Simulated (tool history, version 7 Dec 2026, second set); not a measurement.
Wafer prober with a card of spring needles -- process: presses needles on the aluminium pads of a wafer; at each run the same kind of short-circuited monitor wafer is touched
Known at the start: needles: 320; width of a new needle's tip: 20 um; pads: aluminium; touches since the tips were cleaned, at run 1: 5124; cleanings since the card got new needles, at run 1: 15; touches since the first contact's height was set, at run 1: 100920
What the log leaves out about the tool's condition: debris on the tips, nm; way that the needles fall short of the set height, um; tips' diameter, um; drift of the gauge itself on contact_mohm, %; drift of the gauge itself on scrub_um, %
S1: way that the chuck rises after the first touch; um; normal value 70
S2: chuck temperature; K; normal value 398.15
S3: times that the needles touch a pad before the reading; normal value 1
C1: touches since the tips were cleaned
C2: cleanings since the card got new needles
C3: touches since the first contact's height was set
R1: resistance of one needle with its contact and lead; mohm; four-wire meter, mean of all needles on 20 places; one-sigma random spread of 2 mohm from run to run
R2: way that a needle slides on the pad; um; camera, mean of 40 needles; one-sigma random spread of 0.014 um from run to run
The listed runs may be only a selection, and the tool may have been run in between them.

run 1 hour=0.0 | S1=70 S2=398.15 S3=1 | C1=5124 C2=15 C3=100920 | R1=392 R2=14.36
-- hour=3.4 tips cleaned on abrasive film
run 2 hour=11.7 | S1=70 S2=398.15 S3=1 | C1=3482 C2=16 C3=105767 | R1=363 R2=14.36
-- hour=19.0 tips cleaned on abrasive film
run 3 hour=26.9 | S1=70 S2=398.15 S3=1 | C1=3314 C2=17 C3=112099 | R1=362 R2=14.36
-- hour=34.1 tips cleaned on abrasive film
run 4 hour=45.2 | S1=70 S2=398.15 S3=1 | C1=4661 C2=18 C3=119745 | R1=391 R2=14.33
-- hour=48.8 tips cleaned on abrasive film
run 5 hour=58.0 | S1=70 S2=398.15 S3=1 | C1=3882 C2=19 C3=125087 | R1=375 R2=14.32
-- hour=65.0 tips cleaned on abrasive film
-- hour=69.4 height of the first contact set anew
run 6 hour=78.7 | S1=70 S2=398.15 S3=1 | C1=5594 C2=20 C3=3864 | R1=401 R2=14.49
-- hour=80.0 tips cleaned on abrasive film
-- hour=95.5 tips cleaned on abrasive film
run 7 hour=97.5 | S1=70 S2=398.15 S3=1 | C1=859 C2=22 C3=11700 | R1=290 R2=14.50
-- hour=110.7 tips cleaned on abrasive film
run 8 hour=117.7 | S1=70 S2=398.15 S3=1 | C1=2935 C2=23 C3=20114 | R1=359 R2=14.47
-- hour=126.1 tips cleaned on abrasive film
run 9 hour=137.7 | S1=70 S2=398.15 S3=2 | C1=4855 C2=24 C3=28448 | R1=325 R2=14.46
-- hour=141.0 tips cleaned on abrasive film
-- hour=155.7 tips cleaned on abrasive film
run 10 hour=162.7 | S1=70 S2=398.15 S3=2 | C1=2946 C2=26 C3=38860 | R1=296 R2=14.45
-- hour=170.6 tips cleaned on abrasive film
run 11 hour=174.6 | S1=70 S2=398.15 S3=2 | C1=1678 C2=27 C3=43823 | R1=275 R2=14.45
-- hour=185.3 tips cleaned on abrasive film
run 12 hour=195.3 | S1=70 S2=398.15 S3=1 | C1=4185 C2=28 C3=52434 | R1=389 R2=14.43
-- hour=199.8 tips cleaned on abrasive film
-- hour=214.9 tips cleaned on abrasive film
run 13 hour=216.8 | S1=70 S2=398.15 S3=1 | C1=805 C2=30 C3=61392 | R1=284 R2=14.41
-- hour=229.9 tips cleaned on abrasive film
run 14 hour=236.5 | S1=70 S2=321.15 S3=2 | C1=2762 C2=31 C3=69621 | R1=298 R2=14.42
-- hour=245.1 tips cleaned on abrasive film
run 15 hour=251.8 | S1=70 S2=321.15 S3=2 | C1=2809 C2=32 C3=76002 | R1=288 R2=14.38
-- hour=260.5 tips cleaned on abrasive film
run 16 hour=263.9 | S1=73 S2=310.15 S3=2 | C1=1443 C2=33 C3=81021 | R1=256 R2=14.99
-- hour=274.9 tips cleaned on abrasive film
run 17 hour=276.0 | S1=73 S2=310.15 S3=2 | C1=476 C2=34 C3=86066 | R1=225 R2=14.99
run 18 hour=286.6 | S1=79 S2=306.15 S3=2 | C1=4901 C2=34 C3=90491 | R1=292 R2=16.24
-- hour=290.3 tips cleaned on abrasive film
run 19 hour=304.5 | S1=52 S2=398.15 S3=2 | C1=5937 C2=35 C3=97948 | R1=418 R2=10.61
-- hour=305.8 tips cleaned on abrasive film
-- hour=320.2 tips cleaned on abrasive film
run 20 hour=327.9 | S1=52 S2=398.15 S3=2 | C1=3258 C2=37 C3=107706 | R1=379 R2=10.63
-- hour=335.5 tips cleaned on abrasive film
run 21 hour=343.0 | S1=86 S2=398.15 S3=2 | C1=3128 C2=38 C3=113967 | R1=275 R2=17.63
-- hour=351.2 tips cleaned on abrasive film
run 22 hour=360.7 | S1=57 S2=398.15 S3=1 | C1=4013 C2=39 C3=121377 | R1=467 R2=11.62
-- hour=365.6 tips cleaned on abrasive film
run 23 hour=372.0 | S1=65 S2=398.15 S3=1 | C1=2682 C2=40 C3=126074 | R1=370 R2=13.24

Forecast each of these 4 alternatives for the next run:
-- hour=380.1 tips cleaned on abrasive film
-- hour=380.4 height of the first contact set anew
run A hour=383.8 | S1=63 S2=398.15 S3=2 | C1=1454 C2=41 C3=1454 | R1=? R2=?
-- hour=380.1 tips cleaned on abrasive film
-- hour=380.4 height of the first contact set anew
run B hour=383.8 | S1=52 S2=398.15 S3=2 | C1=1454 C2=41 C3=1454 | R1=? R2=?
-- hour=380.1 tips cleaned on abrasive film
-- hour=380.4 height of the first contact set anew
run C hour=383.8 | S1=79 S2=308.15 S3=1 | C1=1454 C2=41 C3=1454 | R1=? R2=?
-- hour=380.1 tips cleaned on abrasive film
-- hour=380.4 height of the first contact set anew
run D hour=383.8 | S1=66 S2=302.15 S3=1 | C1=1454 C2=41 C3=1454 | R1=? R2=?

run=A R1=286 R2=13.02
run=B R1=320 R2=10.76
run=C R1=281 R2=16.33
run=D R1=322 R2=13.69
The same runs, with their run-to-run variation unchanged, on a tool lacking any hidden condition would have given:
run=A R1=220 R2=13.02
run=B R1=226 R2=10.76
run=C R1=196 R2=16.33
run=D R1=201 R2=13.69
